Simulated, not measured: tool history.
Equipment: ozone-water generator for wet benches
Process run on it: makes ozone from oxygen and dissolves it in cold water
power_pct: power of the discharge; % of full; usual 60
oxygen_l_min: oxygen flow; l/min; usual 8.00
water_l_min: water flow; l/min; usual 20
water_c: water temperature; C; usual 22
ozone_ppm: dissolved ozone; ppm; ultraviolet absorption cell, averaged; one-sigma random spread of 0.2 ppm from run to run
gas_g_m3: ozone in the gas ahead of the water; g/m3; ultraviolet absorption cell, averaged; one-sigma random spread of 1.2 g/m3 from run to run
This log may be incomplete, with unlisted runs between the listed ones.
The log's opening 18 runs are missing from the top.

| run | hour | power_pct | oxygen_l_min | water_l_min | water_c | ozone_ppm | gas_g_m3 |
|---|---|---|---|---|---|---|---|
| 19 | 2546.7 | 60 | 9.50 | 13 | 22 | 26.6 | 154.2 |
|  | 2673.1 | electrodes of the discharge changed |
| 20 | 2697.4 | 60 | 9.50 | 13 | 22 | 31.9 | 183.6 |
| 21 | 2781.3 | 60 | 9.50 | 13 | 22 | 31.7 | 184.4 |
| 22 | 2883.9 | 60 | 9.50 | 13 | 22 | 31.5 | 182.6 |
| 23 | 3070.3 | 80 | 4.25 | 27 | 22 | 32.0 | 412.4 |
| 24 | 3226.2 | 80 | 6.16 | 20 | 26 | 34.7 | 318.1 |
| 25 | 3335.0 | 41 | 11.11 | 14 | 19 | 22.1 | 119.5 |
| 26 | 3439.3 | 71 | 8.00 | 20 | 22 | 31.2 | 236.2 |
| 27 | 3585.2 | 78 | 8.00 | 29 | 22 | 27.1 | 257.1 |
| 28 | 3673.3 | 45 | 11.60 | 20 | 22 | 18.5 | 123.5 |
| 29 | 3817.2 | 45 | 11.60 | 20 | 22 | 18.6 | 124.2 |
| 30 | 3917.0 | 66 | 11.60 | 22 | 22 | 24.6 | 170.9 |
| 31 | 4006.7 | 60 | 4.16 | 29 | 22 | 23.0 | 320.6 |
| 32 | 4106.6 | 60 | 4.16 | 29 | 22 | 23.0 | 322.3 |
| 33 | 4295.6 | 60 | 8.77 | 22 | 15 | 28.0 | 191.1 |

Each row is a separate what-if for the run after 33, all from the same tool condition, not one after another. Results?
| A | 4441.3 | 60 | 5.97 | 12 | 22 | ? | ? |
| B | 4441.3 | 45 | 13.98 | 19 | 22 | ? | ? |
| C | 4441.3 | 60 | 12.67 | 14 | 22 | ? | ? |

| run | ozone_ppm | gas_g_m3 |
|---|---|---|
| A | 37.2 | 245.9 |
| B | 17.9 | 107.5 |
| C | 25.8 | 148.6 |
Had the tool no hidden state, the same runs would have come out as:
| run | ozone_ppm | gas_g_m3 |
|---|---|---|
| A | 39.3 | 252.4 |
| B | 18.9 | 109.5 |
| C | 27.3 | 152.5 |
